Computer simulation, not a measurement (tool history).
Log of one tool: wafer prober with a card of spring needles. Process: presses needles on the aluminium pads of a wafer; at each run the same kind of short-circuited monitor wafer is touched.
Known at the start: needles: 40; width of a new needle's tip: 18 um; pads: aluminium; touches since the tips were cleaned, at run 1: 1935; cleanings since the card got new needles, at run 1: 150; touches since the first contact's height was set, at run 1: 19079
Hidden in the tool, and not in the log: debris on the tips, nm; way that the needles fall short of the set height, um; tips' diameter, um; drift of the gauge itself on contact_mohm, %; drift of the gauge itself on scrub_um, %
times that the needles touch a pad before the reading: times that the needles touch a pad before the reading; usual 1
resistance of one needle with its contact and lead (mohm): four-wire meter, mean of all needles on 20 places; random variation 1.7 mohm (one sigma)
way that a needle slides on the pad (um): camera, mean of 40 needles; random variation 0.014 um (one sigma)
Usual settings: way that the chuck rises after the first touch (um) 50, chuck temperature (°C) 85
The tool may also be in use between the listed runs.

run	hour	way that the chuck rises after the first touch (um)	chuck temperature (°C)	times that the needles touch a pad before the reading	touches since the tips were cleaned	cleanings since the card got new needles	touches since the first contact's height was set	resistance of one needle with its contact and lead (mohm)	way that a needle slides on the pad (um)
1	0	50	85	1	1935	150	19079	176	7.24
# hour 3.8: tips cleaned on abrasive film
# hour 11.2: tips cleaned on abrasive film
2	18	50	85	1	2634	152	26000	178	7.26
# hour 20: tips cleaned on abrasive film
# hour 29.2: tips cleaned on abrasive film
# hour 38.5: tips cleaned on abrasive film
3	41.3	50	85	1	1074	155	34927	180	7.24
# hour 46.9: tips cleaned on abrasive film
# hour 54.4: tips cleaned on abrasive film
# hour 63.7: tips cleaned on abrasive film
# hour 72.9: tips cleaned on abrasive film
4	75.7	50	85	1	1085	159	48114	178	7.22
# hour 81.3: tips cleaned on abrasive film
# hour 88.8: tips cleaned on abrasive film
# hour 98: tips cleaned on abrasive film
# hour 105.5: tips cleaned on abrasive film
# hour 114.8: tips cleaned on abrasive film
5	116.2	50	65	1	562	164	63662	173	7.21
# hour 123.7: tips cleaned on abrasive film
# hour 131.1: tips cleaned on abrasive film
# hour 140.4: tips cleaned on abrasive film
6	145.2	50	89	1	1846	167	74794	178	7.24
# hour 149: tips cleaned on abrasive film
# hour 158.3: tips cleaned on abrasive film
# hour 167.6: tips cleaned on abrasive film
# hour 176.9: tips cleaned on abrasive film
7	179.2	50	89	1	902	171	87841	175	7.23
# hour 184.8: tips cleaned on abrasive film
# hour 194.1: tips cleaned on abrasive film
# hour 203.4: tips cleaned on abrasive film
# hour 205.5: height of the first contact set anew
8	205.8	50	89	1	821	174	108	177	7.21
# hour 211.4: tips cleaned on abrasive film
# hour 218.9: tips cleaned on abrasive film
# hour 228.2: tips cleaned on abrasive film
# hour 237.5: tips cleaned on abrasive film
9	239.3	63	89	1	719	178	12962	171	9.05
# hour 246.7: tips cleaned on abrasive film
# hour 256: tips cleaned on abrasive film
10	259.2	50	81	1	1238	180	20597	182	7.21
# hour 264.8: tips cleaned on abrasive film
# hour 274: tips cleaned on abrasive film
# hour 281.5: tips cleaned on abrasive film
# hour 290.8: tips cleaned on abrasive film
11	291.8	50	81	1	385	184	33100	180	7.18
# hour 299.3: tips cleaned on abrasive film
# hour 306.7: tips cleaned on abrasive film
# hour 316: tips cleaned on abrasive film
12	323.2	50	81	1	2785	187	45171	176	7.21
# hour 325.1: tips cleaned on abrasive film
# hour 334.4: tips cleaned on abrasive film
# hour 341.9: tips cleaned on abrasive film
# hour 351.2: tips cleaned on abrasive film
13	352.1	50	79	1	356	191	56239	177	7.17
# hour 359.5: tips cleaned on abrasive film
# hour 367: tips cleaned on abrasive film
14	371.8	41	85	1	1864	193	63816	182	5.88
# hour 375.6: tips cleaned on abrasive film
# hour 384.9: tips cleaned on abrasive film
# hour 394.2: tips cleaned on abrasive film
# hour 401.6: tips cleaned on abrasive film
# hour 410.9: tips cleaned on abrasive film
15	413.1	36	65	2	823	198	79640	181	5.17
# hour 418.7: tips cleaned on abrasive film
# hour 428: tips cleaned on abrasive film
16	434.4	36	65	2	2503	200	87859	181	5.16
# hour 436.4: tips cleaned on abrasive film
# hour 445.7: tips cleaned on abrasive film
# hour 455: tips cleaned on abrasive film
# hour 460.8: height of the first contact set anew
# hour 464.6: tips cleaned on abrasive film
# hour 473.9: tips cleaned on abrasive film
17	475.9	58	65	3	778	205	5778	170	8.3
# hour 481.5: tips cleaned on abrasive film
# hour 490.8: tips cleaned on abrasive film
# hour 500.1: tips cleaned on abrasive film
# hour 509.4: tips cleaned on abrasive film
18	515.7	50	50	3	2436	209	21078	168	7.18
# hour 517.6: tips cleaned on abrasive film
# hour 526.9: tips cleaned on abrasive film
# hour 534.4: tips cleaned on abrasive film
19	536.2	57	85	1	733	212	28953	174	8.15
# hour 541.8: tips cleaned on abrasive film
# hour 551.1: tips cleaned on abrasive film
# hour 558.5: tips cleaned on abrasive film
# hour 567.8: tips cleaned on abrasive film
20	571.6	57	85	1	1481	216	42542	175	8.19
# hour 575.4: tips cleaned on abrasive film
# hour 584.7: tips cleaned on abrasive film
# hour 592.2: tips cleaned on abrasive film
# hour 601.5: tips cleaned on abrasive film
21	604.6	50	92	2	1185	220	55165	176	7.16
# hour 610.2: tips cleaned on abrasive film
# hour 619.5: tips cleaned on abrasive film
# hour 626.9: tips cleaned on abrasive film
# hour 635: tips cleaned on abrasive film
22	635	50	85	1	0	224	66836	178	7.13
# hour 642.5: tips cleaned on abrasive film
# hour 651.8: tips cleaned on abrasive film
# hour 659.2: tips cleaned on abrasive film
23	661.6	50	52	2	904	227	77027	173	7.13
# hour 667.2: tips cleaned on abrasive film
# hour 674.6: tips cleaned on abrasive film
# hour 683.9: tips cleaned on abrasive film
# hour 693.2: tips cleaned on abrasive film
# hour 702.3: tips cleaned on abrasive film
24	702.3	48	111	3	0	232	92638	186	6.85

Forecast each of these 3 alternatives for the next run:
# hour 709.7: tips cleaned on abrasive film
# hour 717.4: height of the first contact set anew
# hour 719.3: tips cleaned on abrasive film
# hour 726.7: gauge calibrated
# hour 728.6: tips cleaned on abrasive film
# hour 737.9: tips cleaned on abrasive film
A	744.4	41	86	3	2536	236	10394	?	?
# hour 709.7: tips cleaned on abrasive film
# hour 717.4: height of the first contact set anew
# hour 719.3: tips cleaned on abrasive film
# hour 726.7: gauge calibrated
# hour 728.6: tips cleaned on abrasive film
# hour 737.9: tips cleaned on abrasive film
B	744.4	48	65	2	2536	236	10394	?	?
# hour 709.7: tips cleaned on abrasive film
# hour 717.4: height of the first contact set anew
# hour 719.3: tips cleaned on abrasive film
# hour 726.7: gauge calibrated
# hour 728.6: tips cleaned on abrasive film
# hour 737.9: tips cleaned on abrasive film
C	744.4	48	33	1	2536	236	10394	?	?

run	resistance of one needle with its contact and lead (mohm)	way that a needle slides on the pad (um)
A	187	5.93
B	174	6.97
C	166	6.95
Without the tool's hidden state the same runs would have given:
run	resistance of one needle with its contact and lead (mohm)	way that a needle slides on the pad (um)
A	187	5.93
B	174	6.97
C	166	6.96

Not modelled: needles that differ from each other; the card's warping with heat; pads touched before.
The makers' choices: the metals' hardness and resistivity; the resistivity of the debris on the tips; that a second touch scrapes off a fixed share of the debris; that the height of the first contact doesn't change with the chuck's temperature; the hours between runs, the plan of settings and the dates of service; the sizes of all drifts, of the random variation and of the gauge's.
